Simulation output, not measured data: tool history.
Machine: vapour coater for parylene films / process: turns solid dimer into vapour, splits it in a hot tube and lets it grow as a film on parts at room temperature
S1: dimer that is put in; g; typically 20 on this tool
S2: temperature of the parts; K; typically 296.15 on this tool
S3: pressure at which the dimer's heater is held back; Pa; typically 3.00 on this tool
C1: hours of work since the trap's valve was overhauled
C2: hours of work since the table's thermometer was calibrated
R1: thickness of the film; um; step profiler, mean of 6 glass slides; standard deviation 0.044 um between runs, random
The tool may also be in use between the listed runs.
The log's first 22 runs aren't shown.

run    hour  S1      S2     S3   C1   C2     R1
 23   534.3  20  296.15   8.23  150  518  11.43
 24   551.8  20  296.15   8.23  157  526  11.39
 25   566.1  20  291.15   2.93  164  532  14.91
 26   595.8  31  297.15   8.66  177  545  17.28
 27   611.5  17  296.15   5.59  184  552  10.35
 28   630.4  16  296.15   3.85  192  561  10.31
 29   653.3  16  304.15   4.90  202  571   8.52
 30   684.4  12  304.15   4.90  216  585   6.44
 31   719.1  12  304.15   4.90  232  600   6.40
 32   734.9  35  296.15   3.00  239  607  23.69
 33   762.9   9  296.15   2.94  251  620   6.10
 34   783.9  11  298.15  11.06  260  629   5.74
 35   806.7  12  300.15   3.00  271  639   7.55
 36   826.2  10  296.15   4.83  279  648   6.24
 37   847.5  19  296.15   4.83  289  657  11.84
 38   862.3  19  296.15   4.83  295  664  11.82
 39   893.9  19  296.15   4.83  309  678  11.83
 40   915.9  25  296.15   5.23  319  688  15.44
 41   930.1   8  296.15   5.08  325  694   4.95
 42   957.7   8  296.15   5.08  338  706   4.89
 43   983.5   8  296.15   5.08  349  718   4.94
     1000.4  -- trap's valve overhauled
 44  1008.3   8  290.15  10.63    3  727   4.90
 45  1034.6  27  289.15  10.63   15  739  16.93
 46  1069.2  27  293.15   5.63   31  754  17.48

4 options for the next run, each taken on its own from the tool as it stands now. Forecast them:
  A  1093.7  20  296.15  11.79  41  765   ?
  B  1093.7  31  305.15   3.00  41  765   ?
  C  1093.7  15  300.15   5.63  41  765   ?
  D  1093.7  20  296.15   3.83  41  765   ?

run     R1
  A  10.73
  B  17.61
  C   8.47
  D  12.94
What these runs would have given with no unlogged condition in the tool:
run     R1
  A  10.73
  B  17.61
  C   8.47
  D  12.94

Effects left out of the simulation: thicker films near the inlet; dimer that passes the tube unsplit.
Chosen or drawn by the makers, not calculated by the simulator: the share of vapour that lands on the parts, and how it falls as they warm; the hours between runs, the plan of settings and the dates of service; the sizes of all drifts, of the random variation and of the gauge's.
